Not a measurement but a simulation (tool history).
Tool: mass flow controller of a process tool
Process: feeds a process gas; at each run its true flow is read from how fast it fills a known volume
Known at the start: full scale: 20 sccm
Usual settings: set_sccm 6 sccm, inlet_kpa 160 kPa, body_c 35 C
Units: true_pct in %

Run 1, hour 0.0: usual settings. Result: true_pct 99.74 %.
Run 2, hour 288.1: usual settings. Result: true_pct 99.67 %.
Run 3, hour 533.8: usual settings. Result: true_pct 99.62 %.
Run 4, hour 791.9: usual settings. Result: true_pct 99.67 %.
Run 5, hour 987.7: usual settings. Result: true_pct 99.57 %.
Run 6, hour 1265.4: usual settings. Result: true_pct 99.54 %.
Run 7, hour 1510.8: usual settings but set_sccm 4 sccm. Result: true_pct 99.32 %.
Run 8, hour 1647.6: usual settings. Result: true_pct 99.47 %.
Run 9, hour 1804.0: usual settings. Result: true_pct 99.40 %.
Run 10, hour 1937.4: usual settings. Result: true_pct 99.49 %.
Run 11, hour 2153.1: usual settings. Result: true_pct 99.44 %.
Run 12, hour 2324.5: usual settings but body_c 34 C. Result: true_pct 99.27 %.
Run 13, hour 2609.9: usual settings but body_c 34 C. Result: true_pct 99.28 %.
Run 14, hour 2742.3: usual settings but body_c 34 C. Result: true_pct 99.35 %.
Run 15, hour 2922.4: usual settings but inlet_kpa 151 kPa. Result: true_pct 99.39 %.
Run 16, hour 3110.2: usual settings but set_sccm 5 sccm. Result: true_pct 99.27 %.
Run 17, hour 3249.2: usual settings but set_sccm 5 sccm. Result: true_pct 99.26 %.
Run 18, hour 3431.1: usual settings but body_c 31 C. Result: true_pct 98.97 %.
Run 19, hour 3649.0: usual settings but body_c 31 C. Result: true_pct 98.92 %.
Run 20, hour 3869.2: usual settings but set_sccm 16 sccm, inlet_kpa 200 kPa, body_c 20 C. Result: true_pct 98.89 %.
Run 21, hour 4051.2: usual settings but set_sccm 4 sccm, inlet_kpa 257 kPa, body_c 21 C. Result: true_pct 97.56 %.
Run 22, hour 4173.2: usual settings but set_sccm 14 sccm, inlet_kpa 251 kPa, body_c 31 C. Result: true_pct 99.19 %.
Run 23, hour 4353.7: usual settings but set_sccm 3 sccm, inlet_kpa 161 kPa. Result: true_pct 98.92 %.
Run 24, hour 4491.0: usual settings but set_sccm 8 sccm, body_c 31 C. Result: true_pct 99.16 %.
Run 25, hour 4645.3: usual settings but set_sccm 8 sccm, body_c 31 C. Result: true_pct 98.99 %.
Run 26, hour 4901.4: usual settings but set_sccm 3 sccm, body_c 31 C. Result: true_pct 98.55 %.
Run 27, hour 5158.5: usual settings but set_sccm 3 sccm, body_c 31 C. Result: true_pct 98.53 %.
Run 28, hour 5347.1: usual settings but set_sccm 2 sccm, inlet_kpa 270 kPa, body_c 37 C. Result: true_pct 98.18 %.

3 ways to go on from here, each from the tool as it stands after run 28. What would each give?
Run A, hour 5585.4: usual settings but set_sccm 19 sccm, inlet_kpa 154 kPa, body_c 20 C. Result: true_pct ?.
Run B, hour 5585.4: usual settings but set_sccm 9 sccm, inlet_kpa 225 kPa, body_c 32 C. Result: true_pct ?.
Run C, hour 5585.4: usual settings but set_sccm 3 sccm, inlet_kpa 182 kPa, body_c 37 C. Result: true_pct ?.

run  true_pct
  A     99.18
  B     98.84
  C     98.74
Without the tool's hidden state the same runs would have given:
run  true_pct
  A     99.79
  B     99.44
  C     99.33

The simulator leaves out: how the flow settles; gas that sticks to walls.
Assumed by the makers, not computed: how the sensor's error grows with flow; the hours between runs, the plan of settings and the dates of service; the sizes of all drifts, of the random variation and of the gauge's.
